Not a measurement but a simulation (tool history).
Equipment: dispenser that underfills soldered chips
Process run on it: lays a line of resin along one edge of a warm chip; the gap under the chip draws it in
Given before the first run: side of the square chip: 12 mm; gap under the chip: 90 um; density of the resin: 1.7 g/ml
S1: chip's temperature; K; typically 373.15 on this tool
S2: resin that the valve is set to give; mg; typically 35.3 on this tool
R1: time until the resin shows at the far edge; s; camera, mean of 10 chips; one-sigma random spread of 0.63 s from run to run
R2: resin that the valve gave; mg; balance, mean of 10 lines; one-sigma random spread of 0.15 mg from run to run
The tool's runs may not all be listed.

Run 1, day 0: usual settings. Result: R1 68.4 s, R2 35.05 mg.
Run 2, day 0.433: usual settings. Result: R1 110.4 s, R2 34.9 mg.
At day 0.538: new syringe of resin.
Run 3, day 1.075: usual settings but S2 41 mg. Result: R1 93 s, R2 40.29 mg.
At day 1.304: new syringe of resin.
Run 4, day 1.612: usual settings but S2 41 mg. Result: R1 73.5 s, R2 39.97 mg.
Run 5, day 1.971: usual settings but S2 41 mg. Result: R1 106.6 s, R2 39.99 mg.
At day 2.079: new syringe of resin.
Run 6, day 2.596: usual settings but S2 41 mg. Result: R1 86.9 s, R2 39.43 mg.
At day 2.875: new syringe of resin.
Run 7, day 3.225: usual settings. Result: R1 76.5 s, R2 33.58 mg.
At day 3.642: new syringe of resin.
Run 8, day 3.704: usual settings. Result: R1 56.2 s, R2 33.33 mg.
Run 9, day 4.104: usual settings. Result: R1 85.5 s, R2 33.15 mg.
At day 4.242: dispensing valve cleaned and set on the balance.
At day 4.442: new syringe of resin.
Run 10, day 4.562: usual settings. Result: R1 58.5 s, R2 35.04 mg.
Run 11, day 5.183: usual settings. Result: R1 113.6 s, R2 34.43 mg.
At day 5.258: new syringe of resin.
Run 12, day 5.542: usual settings. Result: R1 69.9 s, R2 34.32 mg.
At day 6.046: new syringe of resin.
Run 13, day 6.179: usual settings. Result: R1 60.2 s, R2 34.41 mg.
Run 14, day 6.579: usual settings but S2 42.4 mg. Result: R1 92 s, R2 40.73 mg.

The next listed run, before its measurement:
At day 6.829: new syringe of resin.
Run 15, day 7.108: usual settings but S2 42.4 mg. Result: R1 ?, R2 ?.

{"run 15": {"R1": 68.3, "R2": 40.67}}
The same run, on a tool lacking any hidden state, would have yielded R1 54.6 s, R2 42.38 mg.
